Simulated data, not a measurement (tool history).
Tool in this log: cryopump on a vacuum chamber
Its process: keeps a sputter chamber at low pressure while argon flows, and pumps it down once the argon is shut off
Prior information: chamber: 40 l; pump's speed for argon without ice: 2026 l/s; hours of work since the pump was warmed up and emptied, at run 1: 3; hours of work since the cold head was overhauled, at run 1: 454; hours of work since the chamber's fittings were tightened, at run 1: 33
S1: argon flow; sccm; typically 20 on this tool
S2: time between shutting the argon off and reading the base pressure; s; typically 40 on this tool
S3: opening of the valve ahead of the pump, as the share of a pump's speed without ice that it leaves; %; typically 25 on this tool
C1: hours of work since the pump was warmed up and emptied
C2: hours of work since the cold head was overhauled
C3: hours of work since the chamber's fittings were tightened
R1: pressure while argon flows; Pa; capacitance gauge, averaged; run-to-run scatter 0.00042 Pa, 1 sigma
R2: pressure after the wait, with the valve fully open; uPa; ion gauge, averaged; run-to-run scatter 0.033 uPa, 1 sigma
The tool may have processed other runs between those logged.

run,day,S1,S2,S3,C1,C2,C3,R1,R2
1,0.000,20,40,25,3,454,33,0.0669,1.71
2,1.071,20,40,25,23,474,53,0.0673,1.73
3,1.683,25,40,25,34,486,65,0.0834,1.79
4,2.938,20,48,25,58,509,88,0.0665,1.53
5,4.167,20,48,25,81,532,111,0.0671,1.44
6,4.738,20,48,25,92,543,122,0.0674,1.53
7,5.546,20,40,25,107,558,137,0.0683,1.76
8,6.821,20,40,32,131,582,161,0.0535,1.77
9,7.442,20,40,32,142,593,173,0.0536,1.76
10,8.492,20,40,32,162,613,192,0.0542,1.74
11,9.342,20,40,47,178,629,208,0.0367,1.77
12,10.146,20,215,25,193,644,223,0.0685,0.54
13,11.288,20,215,25,214,665,245,0.0685,0.57
14,12.612,20,215,25,239,690,269,0.0687,0.55
15,13.992,20,215,25,265,716,295,0.0693,0.51
16,15.158,20,215,25,287,738,317,0.0696,0.55
17,15.942,20,215,25,301,752,332,0.0694,0.57
18,16.912,20,215,25,319,770,350,0.0704,0.59
19,17.562,20,215,25,331,783,362,0.0696,0.56
20,18.146,21,105,44,342,794,373,0.0437,0.86
21,19.400,21,105,44,366,817,396,0.0440,0.90
22,20.421,21,251,20,385,836,415,0.0915,0.58
23,21.146,31,21,26,399,850,429,0.1063,3.30
24,21.908,16,189,18,413,864,443,0.0775,0.65
25,23.233,16,189,18,438,889,468,0.0777,0.68
# day 23.929: pump warmed up, emptied and cooled again
26,24.633,20,179,39,13,911,490,0.0432,0.63
27,25.308,20,179,39,26,924,503,0.0431,0.68
28,26.158,19,107,39,42,939,519,0.0407,0.90
29,27.075,20,40,28,59,957,536,0.0602,1.86
30,28.267,19,40,44,81,979,558,0.0368,1.92
31,29.617,19,40,44,106,1004,583,0.0364,1.86
32,30.792,10,40,34,128,1026,605,0.0254,1.90
33,31.904,10,40,34,149,1047,626,0.0252,1.91

Selected run-to-run steps in R1, each split into two signed amounts: the part the tool would show with no hidden state at all (from settings, incoming material and random variation), and the remainder, which goes to the hidden state together with any gauge scatter not common to the measured and the hidden-state-free results:
Hidden state at play: pump's speed, % of a pump's without ice; cold plate's temperature, K; leak into the chamber, uPa l/s; drift of the gauge itself on working_pa, %; drift of the gauge itself on base_upa, %.
Run 11 -> 12: S2 40 -> 215, S3 47 -> 25. R1 +0.0318 Pa: hidden state +0.0002, all else +0.0316.
Run 21 -> 22: S2 105 -> 251, S3 44 -> 20. R1 +0.0475 Pa: hidden state +0.0002, all else +0.0473.
Run 22 -> 23: S1 21 -> 31, S2 251 -> 21, S3 20 -> 26. R1 +0.0148 Pa: hidden state +0.0024, all else +0.0124.
Run 23 -> 24: S1 31 -> 16, S2 21 -> 189, S3 26 -> 18. R1 -0.0288 Pa: hidden state -0.0031, all else -0.0257.
Run 25 -> 26: S1 16 -> 20, S2 189 -> 179, S3 18 -> 39, pump warmed up, emptied and cooled again. R1 -0.0345 Pa: hidden state -0.0035, all else -0.0310.
